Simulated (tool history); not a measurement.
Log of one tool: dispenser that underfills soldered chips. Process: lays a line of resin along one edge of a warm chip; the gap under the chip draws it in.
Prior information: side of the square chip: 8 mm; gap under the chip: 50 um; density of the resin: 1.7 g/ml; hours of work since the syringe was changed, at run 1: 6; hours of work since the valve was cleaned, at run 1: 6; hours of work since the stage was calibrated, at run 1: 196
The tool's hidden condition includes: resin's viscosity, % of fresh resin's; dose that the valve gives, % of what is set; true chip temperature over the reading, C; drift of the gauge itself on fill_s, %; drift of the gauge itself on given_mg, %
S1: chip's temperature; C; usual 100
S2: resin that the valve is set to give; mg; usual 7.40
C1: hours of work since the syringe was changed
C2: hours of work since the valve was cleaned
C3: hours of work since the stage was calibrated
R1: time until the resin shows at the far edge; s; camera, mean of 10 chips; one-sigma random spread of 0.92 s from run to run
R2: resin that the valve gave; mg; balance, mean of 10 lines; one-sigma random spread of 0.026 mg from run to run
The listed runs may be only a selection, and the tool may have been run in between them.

Run 1, day 0.000: usual settings; C1 6; C2 6; C3 196. Result: R1 121.9 s, R2 7.34 mg.
At day 0.275: new syringe of resin.
Run 2, day 0.404: usual settings; C1 2; C2 13; C3 202. Result: R1 97.9 s, R2 7.35 mg.
At day 0.892: new syringe of resin.
Run 3, day 0.929: usual settings; C1 1; C2 22; C3 211. Result: R1 86.5 s, R2 7.24 mg.
At day 1.504: new syringe of resin.
Run 4, day 1.542: usual settings; C1 1; C2 32; C3 222. Result: R1 88.5 s, R2 7.17 mg.
Run 5, day 2.008: usual settings; C1 9; C2 40; C3 229. Result: R1 142.8 s, R2 7.08 mg.
At day 2.112: new syringe of resin.
Run 6, day 2.538: usual settings but S1 111 C, S2 7.95 mg; C1 7; C2 49; C3 238. Result: R1 87.2 s, R2 7.57 mg.
At day 2.700: new syringe of resin.
Run 7, day 3.054: usual settings but S1 111 C, S2 7.95 mg; C1 6; C2 57; C3 247. Result: R1 84.8 s, R2 7.53 mg.
At day 3.292: new syringe of resin.
Run 8, day 3.783: usual settings but S1 101 C, S2 7.68 mg; C1 8; C2 70; C3 259. Result: R1 136.8 s, R2 7.16 mg.
At day 3.883: new syringe of resin.
At day 4.367: dispensing valve cleaned and set on the balance.
Run 9, day 4.479: usual settings but S1 103 C, S2 9.46 mg; C1 9; C2 2; C3 270. Result: R1 130.5 s, R2 9.44 mg.
At day 4.529: new syringe of resin.
Run 10, day 5.075: usual settings but S1 110 C, S2 9.46 mg; C1 9; C2 12; C3 280. Result: R1 101.2 s, R2 9.34 mg.

5 ways to go on from here, each from the tool as it stands after run 10. What would each give?
At day 5.121: new syringe of resin.
At day 5.721: new syringe of resin.
Run A, day 5.771: usual settings but S1 86 C, S2 7.10 mg; C1 1; C2 23; C3 292. Result: R1 ?, R2 ?.
At day 5.121: new syringe of resin.
At day 5.721: new syringe of resin.
Run B, day 5.771: usual settings but S1 112 C, S2 7.46 mg; C1 1; C2 23; C3 292. Result: R1 ?, R2 ?.
At day 5.121: new syringe of resin.
At day 5.721: new syringe of resin.
Run C, day 5.771: usual settings but S1 104 C; C1 1; C2 23; C3 292. Result: R1 ?, R2 ?.
At day 5.121: new syringe of resin.
At day 5.721: new syringe of resin.
Run D, day 5.771: usual settings but S1 110 C, S2 8.52 mg; C1 1; C2 23; C3 292. Result: R1 ?, R2 ?.
At day 5.121: new syringe of resin.
At day 5.721: new syringe of resin.
Run E, day 5.771: usual settings but S2 6.99 mg; C1 1; C2 23; C3 292. Result: R1 ?, R2 ?.

run     R1    R2
  A  145.1  6.94
  B   56.6  7.33
  C   75.1  7.18
  D   58.8  8.32
  E   86.6  6.85
With no hidden state in the tool, these same runs would have given:
run     R1    R2
  A  147.2  7.11
  B   57.0  7.49
  C   75.9  7.35
  D   59.4  8.51
  E   87.4  7.01

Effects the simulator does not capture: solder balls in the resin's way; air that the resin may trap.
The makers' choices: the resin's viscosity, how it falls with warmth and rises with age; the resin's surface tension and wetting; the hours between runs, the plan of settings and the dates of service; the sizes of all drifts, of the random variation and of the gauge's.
